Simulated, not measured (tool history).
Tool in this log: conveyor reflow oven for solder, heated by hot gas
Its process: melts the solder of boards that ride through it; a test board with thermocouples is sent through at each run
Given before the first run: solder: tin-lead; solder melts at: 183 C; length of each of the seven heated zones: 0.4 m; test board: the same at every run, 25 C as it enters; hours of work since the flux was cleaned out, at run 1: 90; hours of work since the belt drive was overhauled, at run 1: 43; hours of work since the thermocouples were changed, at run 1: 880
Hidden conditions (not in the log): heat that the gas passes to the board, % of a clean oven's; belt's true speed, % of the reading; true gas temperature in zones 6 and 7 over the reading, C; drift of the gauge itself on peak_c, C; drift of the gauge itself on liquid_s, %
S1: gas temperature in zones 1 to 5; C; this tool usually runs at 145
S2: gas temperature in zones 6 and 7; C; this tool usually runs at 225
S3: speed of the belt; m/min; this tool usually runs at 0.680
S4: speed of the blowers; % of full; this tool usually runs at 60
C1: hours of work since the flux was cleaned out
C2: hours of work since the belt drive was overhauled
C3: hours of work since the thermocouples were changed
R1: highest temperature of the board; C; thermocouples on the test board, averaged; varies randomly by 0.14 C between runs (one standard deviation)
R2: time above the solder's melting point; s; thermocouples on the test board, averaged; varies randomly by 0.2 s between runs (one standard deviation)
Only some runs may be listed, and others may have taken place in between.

run 1 day=0.000 | S1=145 S2=225 S3=0.680 S4=60 | C1=90 C2=43 C3=880 | R1=205.1 R2=43.7
-- day=3.250 thermocouples of zones 6 and 7 changed
run 2 day=3.258 | S1=145 S2=225 S3=0.680 S4=66 | C1=123 C2=76 C3=0 | R1=206.7 R2=45.8
run 3 day=7.288 | S1=145 S2=225 S3=0.680 S4=66 | C1=165 C2=118 C3=42 | R1=206.8 R2=45.4
run 4 day=9.733 | S1=145 S2=225 S3=0.680 S4=66 | C1=190 C2=144 C3=68 | R1=206.8 R2=45.3
run 5 day=13.238 | S1=145 S2=225 S3=0.637 S4=66 | C1=227 C2=180 C3=104 | R1=208.7 R2=50.7
run 6 day=16.950 | S1=145 S2=225 S3=0.637 S4=66 | C1=266 C2=219 C3=143 | R1=208.6 R2=51.3
run 7 day=20.542 | S1=145 S2=225 S3=0.732 S4=60 | C1=303 C2=257 C3=181 | R1=202.6 R2=37.0
run 8 day=23.208 | S1=145 S2=225 S3=0.732 S4=60 | C1=331 C2=284 C3=208 | R1=202.7 R2=37.2
run 9 day=27.267 | S1=145 S2=225 S3=0.732 S4=60 | C1=373 C2=327 C3=251 | R1=202.5 R2=37.2
run 10 day=29.038 | S1=145 S2=225 S3=0.680 S4=60 | C1=392 C2=345 C3=269 | R1=205.2 R2=43.7
-- day=31.408 flux residue cleaned out of gas plates and filters
run 11 day=33.308 | S1=145 S2=225 S3=0.680 S4=60 | C1=20 C2=388 C3=312 | R1=205.3 R2=43.8
run 12 day=36.762 | S1=145 S2=225 S3=0.680 S4=60 | C1=56 C2=424 C3=348 | R1=205.3 R2=43.4
run 13 day=39.617 | S1=145 S2=225 S3=0.680 S4=60 | C1=86 C2=454 C3=377 | R1=205.5 R2=43.5
run 14 day=43.142 | S1=145 S2=225 S3=0.680 S4=60 | C1=123 C2=490 C3=414 | R1=205.4 R2=43.1

Run 15 comes next. What will it give?
run 15 day=45.775 | S1=145 S2=225 S3=0.680 S4=60 | C1=150 C2=518 C3=442 | R1=? R2=?

R1: 205.3 C
R2: 43.3 s
If the tool had no hidden condition, the same run with the same run-to-run variation would have returned R1 205.3 C, R2 43.2 s.
